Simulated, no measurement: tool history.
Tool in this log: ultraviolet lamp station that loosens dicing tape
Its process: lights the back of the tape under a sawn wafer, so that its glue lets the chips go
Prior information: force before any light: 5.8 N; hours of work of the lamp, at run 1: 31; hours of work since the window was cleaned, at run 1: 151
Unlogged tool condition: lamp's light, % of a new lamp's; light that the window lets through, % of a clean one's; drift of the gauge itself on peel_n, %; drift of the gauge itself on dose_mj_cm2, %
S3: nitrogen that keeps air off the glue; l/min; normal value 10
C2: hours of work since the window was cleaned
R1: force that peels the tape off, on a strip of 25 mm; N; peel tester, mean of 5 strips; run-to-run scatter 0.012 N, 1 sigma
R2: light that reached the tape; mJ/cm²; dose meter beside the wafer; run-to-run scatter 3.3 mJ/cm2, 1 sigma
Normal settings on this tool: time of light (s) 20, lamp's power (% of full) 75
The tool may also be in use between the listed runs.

run 1 day=0 | time_of_light_(s)=20 lamp's_power_(%_of_full)=75 S3=10 | hours_of_work_of_the_lamp=31 C2=151 | R1=0.601 R2=511
run 2 day=0.392 | time_of_light_(s)=20 lamp's_power_(%_of_full)=75 S3=10 | hours_of_work_of_the_lamp=38 C2=158 | R1=0.582 R2=497
run 3 day=0.742 | time_of_light_(s)=20 lamp's_power_(%_of_full)=75 S3=10 | hours_of_work_of_the_lamp=45 C2=165 | R1=0.615 R2=501
run 4 day=1.496 | time_of_light_(s)=20 lamp's_power_(%_of_full)=75 S3=10 | hours_of_work_of_the_lamp=59 C2=180 | R1=0.627 R2=498
run 5 day=2.088 | time_of_light_(s)=23 lamp's_power_(%_of_full)=75 S3=10 | hours_of_work_of_the_lamp=71 C2=191 | R1=0.491 R2=565
run 6 day=2.462 | time_of_light_(s)=23 lamp's_power_(%_of_full)=75 S3=10 | hours_of_work_of_the_lamp=78 C2=198 | R1=0.49 R2=561
run 7 day=3.129 | time_of_light_(s)=20 lamp's_power_(%_of_full)=75 S3=6 | hours_of_work_of_the_lamp=90 C2=211 | R1=0.747 R2=481
run 8 day=3.712 | time_of_light_(s)=20 lamp's_power_(%_of_full)=87 S3=10 | hours_of_work_of_the_lamp=102 C2=222 | R1=0.493 R2=555
run 9 day=4.433 | time_of_light_(s)=20 lamp's_power_(%_of_full)=87 S3=10 | hours_of_work_of_the_lamp=115 C2=236 | R1=0.508 R2=545
run 10 day=5.054 | time_of_light_(s)=20 lamp's_power_(%_of_full)=87 S3=10 | hours_of_work_of_the_lamp=127 C2=247 | R1=0.481 R2=545
run 11 day=5.679 | time_of_light_(s)=20 lamp's_power_(%_of_full)=87 S3=10 | hours_of_work_of_the_lamp=139 C2=259 | R1=0.514 R2=539
run 12 day=6.062 | time_of_light_(s)=20 lamp's_power_(%_of_full)=75 S3=10 | hours_of_work_of_the_lamp=146 C2=267 | R1=0.666 R2=467
run 13 day=6.558 | time_of_light_(s)=20 lamp's_power_(%_of_full)=97 S3=10 | hours_of_work_of_the_lamp=156 C2=276 | R1=0.449 R2=595
run 14 day=6.896 | time_of_light_(s)=20 lamp's_power_(%_of_full)=75 S3=10 | hours_of_work_of_the_lamp=162 C2=283 | R1=0.687 R2=459
run 15 day=7.338 | time_of_light_(s)=20 lamp's_power_(%_of_full)=75 S3=10 | hours_of_work_of_the_lamp=171 C2=291 | R1=0.71 R2=460
run 16 day=7.95 | time_of_light_(s)=20 lamp's_power_(%_of_full)=75 S3=10 | hours_of_work_of_the_lamp=182 C2=303 | R1=0.707 R2=456
run 17 day=8.592 | time_of_light_(s)=39 lamp's_power_(%_of_full)=75 S3=10 | hours_of_work_of_the_lamp=195 C2=315 | R1=0.288 R2=881
run 18 day=8.958 | time_of_light_(s)=39 lamp's_power_(%_of_full)=75 S3=10 | hours_of_work_of_the_lamp=202 C2=322 | R1=0.287 R2=872
run 19 day=9.35 | time_of_light_(s)=20 lamp's_power_(%_of_full)=75 S3=10 | hours_of_work_of_the_lamp=209 C2=329 | R1=0.726 R2=441
run 20 day=10.125 | time_of_light_(s)=20 lamp's_power_(%_of_full)=75 S3=10 | hours_of_work_of_the_lamp=224 C2=344 | R1=0.701 R2=434
run 21 day=10.508 | time_of_light_(s)=17 lamp's_power_(%_of_full)=75 S3=7 | hours_of_work_of_the_lamp=231 C2=351 | R1=1.103 R2=376
run 22 day=11.104 | time_of_light_(s)=17 lamp's_power_(%_of_full)=75 S3=7 | hours_of_work_of_the_lamp=242 C2=363 | R1=1.071 R2=370
run 23 day=11.683 | time_of_light_(s)=17 lamp's_power_(%_of_full)=75 S3=7 | hours_of_work_of_the_lamp=253 C2=374 | R1=1.101 R2=367
run 24 day=12.438 | time_of_light_(s)=14 lamp's_power_(%_of_full)=75 S3=7 | hours_of_work_of_the_lamp=268 C2=388 | R1=1.454 R2=300
run 25 day=13.15 | time_of_light_(s)=29 lamp's_power_(%_of_full)=91 S3=7 | hours_of_work_of_the_lamp=281 C2=402 | R1=0.356 R2=742
run 26 day=13.667 | time_of_light_(s)=12 lamp's_power_(%_of_full)=91 S3=16 | hours_of_work_of_the_lamp=291 C2=412 | R1=1.125 R2=307
run 27 day=14.425 | time_of_light_(s)=11 lamp's_power_(%_of_full)=92 S3=12 | hours_of_work_of_the_lamp=306 C2=426 | R1=1.382 R2=283
run 28 day=14.838 | time_of_light_(s)=20 lamp's_power_(%_of_full)=75 S3=5 | hours_of_work_of_the_lamp=314 C2=434 | R1=1.005 R2=414
-- day=15.179 window cleaned of glue's vapour
run 29 day=15.2 | time_of_light_(s)=20 lamp's_power_(%_of_full)=75 S3=5 | hours_of_work_of_the_lamp=320 C2=0 | R1=0.765 R2=484
run 30 day=15.546 | time_of_light_(s)=20 lamp's_power_(%_of_full)=75 S3=5 | hours_of_work_of_the_lamp=327 C2=7 | R1=0.81 R2=480
run 31 day=16.221 | time_of_light_(s)=20 lamp's_power_(%_of_full)=75 S3=5 | hours_of_work_of_the_lamp=340 C2=20 | R1=0.803 R2=482
run 32 day=16.996 | time_of_light_(s)=20 lamp's_power_(%_of_full)=89 S3=10 | hours_of_work_of_the_lamp=354 C2=35 | R1=0.48 R2=567
run 33 day=17.458 | time_of_light_(s)=26 lamp's_power_(%_of_full)=92 S3=8 | hours_of_work_of_the_lamp=363 C2=43 | R1=0.355 R2=761
run 34 day=17.879 | time_of_light_(s)=32 lamp's_power_(%_of_full)=83 S3=8 | hours_of_work_of_the_lamp=371 C2=51 | R1=0.317 R2=839
run 35 day=18.658 | time_of_light_(s)=34 lamp's_power_(%_of_full)=64 S3=10 | hours_of_work_of_the_lamp=386 C2=66 | R1=0.384 R2=679
run 36 day=19.067 | time_of_light_(s)=15 lamp's_power_(%_of_full)=65 S3=10 | hours_of_work_of_the_lamp=394 C2=74 | R1=1.27 R2=303
run 37 day=19.738 | time_of_light_(s)=36 lamp's_power_(%_of_full)=68 S3=17 | hours_of_work_of_the_lamp=407 C2=87 | R1=0.304 R2=757
run 38 day=20.362 | time_of_light_(s)=15 lamp's_power_(%_of_full)=75 S3=8 | hours_of_work_of_the_lamp=419 C2=99 | R1=1.138 R2=343
run 39 day=21.133 | time_of_light_(s)=20 lamp's_power_(%_of_full)=88 S3=7 | hours_of_work_of_the_lamp=433 C2=114 | R1=0.622 R2=530

Below, some changes in R1 between adjacent runs. For each, the amount present without the hidden state too (settings, incoming material, random variation) and the amount remaining for the hidden state with gauge scatter not shared by both compared results:
Run 24 -> 25: time of light (s) 14 -> 29, lamp's power (% of full) 75 -> 91. R1 -1.098 N: hidden state -0.31, all else -0.788.
Run 25 -> 26: time of light (s) 29 -> 12, S3 7 -> 16. R1 +0.769 N: hidden state +0.271, all else +0.498.
Run 28 -> 29: window cleaned of glue's vapour. R1 -0.24 N: hidden state -0.228, all else -0.012.
Run 35 -> 36: time of light (s) 34 -> 15, lamp's power (% of full) 64 -> 65. R1 +0.886 N: hidden state +0.178, all else +0.708.
Run 36 -> 37: time of light (s) 15 -> 36, lamp's power (% of full) 65 -> 68, S3 10 -> 17. R1 -0.966 N: hidden state -0.203, all else -0.763.
